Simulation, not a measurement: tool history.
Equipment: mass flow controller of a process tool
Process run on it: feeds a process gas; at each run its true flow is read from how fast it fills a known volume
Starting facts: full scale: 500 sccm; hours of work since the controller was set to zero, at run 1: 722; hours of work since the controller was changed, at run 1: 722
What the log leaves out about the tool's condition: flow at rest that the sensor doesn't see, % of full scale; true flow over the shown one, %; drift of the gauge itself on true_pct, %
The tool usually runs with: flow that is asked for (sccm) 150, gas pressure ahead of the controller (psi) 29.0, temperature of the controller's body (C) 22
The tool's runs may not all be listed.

run,hour,flow that is asked for (sccm),gas pressure ahead of the controller (psi),temperature of the controller's body (C),hours of work since the controller was set to zero,hours of work since the controller was changed,true flow (%)
1,0.0,150,29.0,22,722,722,98.21
2,375.4,150,22.8,22,934,934,97.87
3,909.7,150,29.0,22,1236,1236,98.15
4,1216.2,150,29.0,22,1409,1409,97.99
5,1764.2,150,29.0,22,1719,1719,97.93
6,2041.3,150,29.0,22,1875,1875,97.99
7,2588.7,150,29.0,22,2184,2184,97.74
8,3143.7,150,29.0,22,2498,2498,97.77
9,3564.5,150,29.0,22,2736,2736,97.72
10,3950.9,150,29.0,22,2954,2954,97.62
11,4336.6,150,29.0,22,3172,3172,97.66
12,4658.3,150,29.0,22,3354,3354,97.39
13,5039.1,150,27.7,22,3569,3569,97.46
14,5562.7,150,31.0,22,3865,3865,97.37
15,6032.3,150,31.0,20,4130,4130,97.53
16,6267.6,150,31.0,20,4263,4263,97.47
17,6673.5,150,31.0,20,4492,4492,97.43
18,7145.5,150,29.0,22,4759,4759,97.04
19,7635.4,150,29.0,22,5035,5035,97.03
20,7873.9,150,29.0,22,5170,5170,96.95
21,8351.7,150,29.0,22,5440,5440,96.75
22,8663.1,150,29.0,22,5616,5616,96.70
23,8980.9,150,29.0,22,5795,5795,96.80
24,9484.9,110,29.0,22,6080,6080,95.46
25,9906.5,110,29.0,22,6318,6318,95.45
26,10244.8,346,22.5,22,6509,6509,98.77
27,10718.1,287,34.1,30,6777,6777,98.11
# hour 10753.9: controller's zero set anew
28,11231.6,251,34.4,35,270,7067,97.09
29,11692.2,251,34.4,35,530,7327,96.95
30,12126.3,251,34.4,35,775,7572,96.90
31,12639.5,251,34.4,35,1065,7862,96.89
32,12888.2,251,34.4,35,1206,8002,97.04
33,13272.0,177,23.6,35,1422,8219,95.10
34,13781.8,224,23.8,29,1710,8507,96.39
# hour 13945.2: controller's zero set anew, once more
35,14110.7,350,35.2,25,94,8693,100.53
36,14583.6,350,35.2,25,361,8960,100.47
37,15111.5,350,35.2,33,659,9258,99.93
38,15524.9,350,35.2,33,892,9492,99.92
39,15874.0,107,35.2,26,1090,9689,98.67
40,16209.5,107,35.2,26,1279,9878,98.55
41,16679.0,179,21.5,30,1544,10144,98.44
42,17192.6,145,24.2,37,1834,10434,97.77
43,17657.9,145,20.5,23,2097,10697,98.28
44,18163.7,170,36.5,22,2383,10982,99.21
45,18567.3,254,30.2,30,2611,11210,99.14
46,18868.5,213,26.1,23,2781,11380,99.11
47,19156.5,213,26.1,23,2944,11543,98.91

Pick out some run-to-run changes in true flow (%). Of each, how much would a tool without hidden state show as well, from the settings, what came in and chance, and how much is left for the hidden state and any gauge scatter not in both results compared?
Run 25 -> 26: flow that is asked for (sccm) 110 -> 346, gas pressure ahead of the controller (psi) 29.0 -> 22.5. true flow (%) +3.32: hidden state +2.39, all else +0.93.
Run 32 -> 33: flow that is asked for (sccm) 251 -> 177, gas pressure ahead of the controller (psi) 34.4 -> 23.6. true flow (%) -1.94: hidden state -1.05, all else -0.89.
Run 34 -> 35: flow that is asked for (sccm) 224 -> 350, gas pressure ahead of the controller (psi) 23.8 -> 35.2, temperature of the controller's body (C) 29 -> 25, controller's zero set anew, once more. true flow (%) +4.14: hidden state +2.78, all else +1.36.
